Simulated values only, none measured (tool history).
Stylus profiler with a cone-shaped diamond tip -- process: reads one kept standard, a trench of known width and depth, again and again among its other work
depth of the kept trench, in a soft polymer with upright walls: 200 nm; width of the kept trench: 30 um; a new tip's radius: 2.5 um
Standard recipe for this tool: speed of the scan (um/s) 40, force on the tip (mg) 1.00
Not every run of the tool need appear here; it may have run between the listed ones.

run,hour,speed of the scan (um/s),force on the tip (mg),depth of the trench (angstrom),width of the trench's floor (nm)
1,0.0,40,1.00,2017.4,27830
2,13.4,40,0.87,2016.0,27850
3,29.4,40,1.61,2024.1,27930
4,43.7,40,1.19,2020.0,27890
5,70.7,40,1.19,2018.9,27870
6,93.2,40,1.19,2019.5,27880
7,117.5,40,1.19,2020.7,27870
8,145.7,33,1.00,2017.7,27840
9,174.6,40,1.00,2017.8,27840
10,187.2,40,1.00,2018.1,27850
11,216.7,131,1.00,2017.5,27560
12,246.2,131,1.00,2018.5,27470
13,258.9,131,1.00,2019.2,27520
14,279.6,131,1.00,2018.9,27530
15,309.6,131,1.00,2018.3,27540
16,326.8,40,1.00,2018.7,27780
17,354.0,31,1.00,2017.6,27890
18,382.4,31,1.00,2019.1,27850
19,410.4,40,1.00,2018.4,27860
20,423.4,119,1.07,2018.9,27560
21,451.4,30,2.29,2030.2,27880
22,470.9,40,0.44,2012.0,27750
23,501.7,11,1.71,2025.0,27840
24,530.3,11,1.71,2025.3,27870
25,550.6,38,0.67,2013.6,27790
# hour 553.5: height scale calibrated on a step standard
26,566.2,38,0.67,2015.1,27720
27,594.0,68,1.01,2019.6,27680
28,607.8,68,1.01,2020.7,27670
29,632.0,30,2.29,2031.5,27850
30,657.1,30,2.29,2033.0,27770
31,675.1,22,1.00,2020.2,27780
32,698.1,22,1.00,2020.6,27870
# hour 701.8: height scale calibrated on a step standard, once more
33,723.9,43,0.39,2008.8,27590
34,748.3,43,0.39,2008.5,27650
35,772.3,74,0.38,2008.4,27470
36,797.8,74,0.38,2007.5,27510
37,823.1,15,0.37,2008.3,27800
38,842.0,11,1.18,2018.4,27840

Forecast each of these 5 alternatives for the next run:
A,860.6,13,1.19,?,?
B,860.6,86,0.38,?,?
C,860.6,62,0.85,?,?
D,860.6,13,1.35,?,?
E,860.6,11,1.39,?,?

run,depth of the trench (angstrom),width of the trench's floor (nm)
A,2019.4,27850
B,2008.4,27360
C,2014.9,27620
D,2020.8,27840
E,2020.5,27830
What these runs would have given with no unlogged condition in the tool:
run,depth of the trench (angstrom),width of the trench's floor (nm)
A,2019.4,28020
B,2008.4,27530
C,2015.0,27780
D,2020.9,28000
E,2020.5,27990
